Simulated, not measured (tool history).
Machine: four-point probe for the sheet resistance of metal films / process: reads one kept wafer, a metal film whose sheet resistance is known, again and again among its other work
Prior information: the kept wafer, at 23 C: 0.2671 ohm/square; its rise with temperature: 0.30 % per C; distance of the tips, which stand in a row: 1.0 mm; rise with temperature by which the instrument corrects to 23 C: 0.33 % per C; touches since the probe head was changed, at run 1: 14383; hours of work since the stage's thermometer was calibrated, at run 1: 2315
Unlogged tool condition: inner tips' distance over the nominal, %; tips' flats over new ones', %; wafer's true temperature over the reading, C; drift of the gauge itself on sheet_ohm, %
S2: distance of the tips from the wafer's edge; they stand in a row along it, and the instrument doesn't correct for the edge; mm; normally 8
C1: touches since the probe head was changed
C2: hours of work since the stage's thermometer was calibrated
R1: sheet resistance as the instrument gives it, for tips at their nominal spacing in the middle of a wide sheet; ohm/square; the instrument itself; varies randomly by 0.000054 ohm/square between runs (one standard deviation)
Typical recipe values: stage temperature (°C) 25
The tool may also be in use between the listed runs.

run 1 hour=0 | stage_temperature_(°C)=25 S2=8 | C1=14383 C2=2315 | R1=0.269114
run 2 hour=33 | stage_temperature_(°C)=25 S2=8 | C1=14829 C2=2328 | R1=0.269224
run 3 hour=62.9 | stage_temperature_(°C)=25 S2=8 | C1=15234 C2=2340 | R1=0.269209
run 4 hour=84.5 | stage_temperature_(°C)=25 S2=8 | C1=15525 C2=2349 | R1=0.269189
run 5 hour=120.7 | stage_temperature_(°C)=25 S2=8 | C1=16015 C2=2363 | R1=0.269167
run 6 hour=143.8 | stage_temperature_(°C)=25 S2=8 | C1=16328 C2=2372 | R1=0.269089
run 7 hour=173.1 | stage_temperature_(°C)=25 S2=8 | C1=16723 C2=2384 | R1=0.269204
run 8 hour=198.9 | stage_temperature_(°C)=25 S2=28 | C1=17072 C2=2394 | R1=0.267179
run 9 hour=233.2 | stage_temperature_(°C)=25 S2=8 | C1=17536 C2=2408 | R1=0.269138
-- hour=251.7 stage's thermometer calibrated
run 10 hour=256.3 | stage_temperature_(°C)=25 S2=8 | C1=17841 C2=2 | R1=0.269231
run 11 hour=301.6 | stage_temperature_(°C)=25 S2=8 | C1=18455 C2=20 | R1=0.269237
run 12 hour=347.2 | stage_temperature_(°C)=25 S2=8 | C1=19071 C2=38 | R1=0.269111
run 13 hour=374.8 | stage_temperature_(°C)=25 S2=8 | C1=19444 C2=49 | R1=0.269147
run 14 hour=404.2 | stage_temperature_(°C)=27 S2=8 | C1=19842 C2=61 | R1=0.268904
run 15 hour=441.1 | stage_temperature_(°C)=27 S2=8 | C1=20340 C2=76 | R1=0.26894
run 16 hour=480.4 | stage_temperature_(°C)=27 S2=8 | C1=20872 C2=92 | R1=0.26904
run 17 hour=504.3 | stage_temperature_(°C)=25 S2=8 | C1=21195 C2=101 | R1=0.269172
run 18 hour=530.5 | stage_temperature_(°C)=25 S2=8 | C1=21549 C2=112 | R1=0.269136
run 19 hour=573.6 | stage_temperature_(°C)=25 S2=8 | C1=22132 C2=129 | R1=0.269172
run 20 hour=613.1 | stage_temperature_(°C)=25 S2=8 | C1=22666 C2=145 | R1=0.269178
run 21 hour=634 | stage_temperature_(°C)=25 S2=8 | C1=22948 C2=153 | R1=0.269225
run 22 hour=666.1 | stage_temperature_(°C)=25 S2=8 | C1=23382 C2=166 | R1=0.269265
run 23 hour=686.7 | stage_temperature_(°C)=25 S2=8 | C1=23661 C2=175 | R1=0.269149
run 24 hour=722 | stage_temperature_(°C)=22 S2=14 | C1=24139 C2=189 | R1=0.268005
run 25 hour=767.4 | stage_temperature_(°C)=19 S2=56 | C1=24753 C2=207 | R1=0.267462
run 26 hour=797.1 | stage_temperature_(°C)=34 S2=4 | C1=25153 C2=219 | R1=0.27482
run 27 hour=837.5 | stage_temperature_(°C)=30 S2=5 | C1=25701 C2=235 | R1=0.272125
run 28 hour=881.3 | stage_temperature_(°C)=30 S2=5 | C1=26292 C2=253 | R1=0.272166
run 29 hour=912.1 | stage_temperature_(°C)=25 S2=5 | C1=26709 C2=265 | R1=0.272507
run 30 hour=950.7 | stage_temperature_(°C)=30 S2=57 | C1=27230 C2=281 | R1=0.266623
run 31 hour=981.8 | stage_temperature_(°C)=22 S2=8 | C1=27652 C2=293 | R1=0.269411
run 32 hour=1023.9 | stage_temperature_(°C)=30 S2=9 | C1=28221 C2=310 | R1=0.268379
run 33 hour=1043.5 | stage_temperature_(°C)=30 S2=9 | C1=28485 C2=318 | R1=0.26826
run 34 hour=1067.2 | stage_temperature_(°C)=23 S2=19 | C1=28806 C2=327 | R1=0.267418
run 35 hour=1110.8 | stage_temperature_(°C)=20 S2=8 | C1=29395 C2=345 | R1=0.269522
run 36 hour=1146.6 | stage_temperature_(°C)=31 S2=21 | C1=29880 C2=359 | R1=0.266774
run 37 hour=1181.1 | stage_temperature_(°C)=33 S2=21 | C1=30345 C2=373 | R1=0.266657
run 38 hour=1223.4 | stage_temperature_(°C)=27 S2=6 | C1=30917 C2=390 | R1=0.270722
run 39 hour=1263.8 | stage_temperature_(°C)=27 S2=6 | C1=31464 C2=406 | R1=0.270687
run 40 hour=1308 | stage_temperature_(°C)=27 S2=15 | C1=32062 C2=424 | R1=0.267455
run 41 hour=1336.6 | stage_temperature_(°C)=20 S2=64 | C1=32448 C2=436 | R1=0.267454
run 42 hour=1379.3 | stage_temperature_(°C)=20 S2=64 | C1=33026 C2=453 | R1=0.267341
run 43 hour=1416.6 | stage_temperature_(°C)=31 S2=12 | C1=33530 C2=468 | R1=0.267351

Forecast run 44:
run 44 hour=1460 | stage_temperature_(°C)=34 S2=52 | C1=34118 C2=485 | R1=?

Run 44 came out at R1 0.266299 ohm/square.
On a tool with no hidden condition, and with the same random variation, this run would have come out at R1 0.266305 ohm/square.
